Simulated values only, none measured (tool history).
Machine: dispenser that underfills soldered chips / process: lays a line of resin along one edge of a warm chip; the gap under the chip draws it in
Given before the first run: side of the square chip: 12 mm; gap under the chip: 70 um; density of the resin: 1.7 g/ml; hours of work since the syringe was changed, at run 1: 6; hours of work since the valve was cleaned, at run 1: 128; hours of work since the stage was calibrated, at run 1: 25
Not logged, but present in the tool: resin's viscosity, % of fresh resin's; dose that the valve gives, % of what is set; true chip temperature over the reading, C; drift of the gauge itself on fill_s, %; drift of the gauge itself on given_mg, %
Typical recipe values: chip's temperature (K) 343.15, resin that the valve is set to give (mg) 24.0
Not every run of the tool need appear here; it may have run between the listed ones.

run,hour,chip's temperature (K),resin that the valve is set to give (mg),hours of work since the syringe was changed,hours of work since the valve was cleaned,hours of work since the stage was calibrated,time until the resin shows at the far edge (s),resin that the valve gave (mg)
1,0.0,343.15,24.0,6,128,25,50.1,21.13
# hour 1.2: dispensing valve cleaned and set on the balance
2,5.8,353.15,24.0,9,3,28,35.6,24.01
3,8.9,343.15,24.0,11,5,30,60.9,23.83
# hour 10.4: new syringe of resin
4,13.3,343.15,24.0,2,8,33,41.4,23.83
5,17.2,343.15,24.0,4,10,35,44.9,23.65
6,20.4,356.15,24.0,7,12,37,28.4,23.80
7,22.9,357.15,24.0,8,14,39,29.3,23.60
8,27.8,342.15,24.0,11,17,42,65.8,23.59
# hour 28.5: new syringe of resin
9,32.9,342.15,24.0,3,21,45,43.7,23.52

Expected results for the next run?
10,36.5,343.15,29.6,5,23,48,?,?

For run 10 the tool returned time until the resin shows at the far edge (s) 46.1, resin that the valve gave (mg) 28.93.
The same run, on a tool lacking any hidden state, would have yielded time until the resin shows at the far edge (s) 36.1, resin that the valve gave (mg) 29.58.
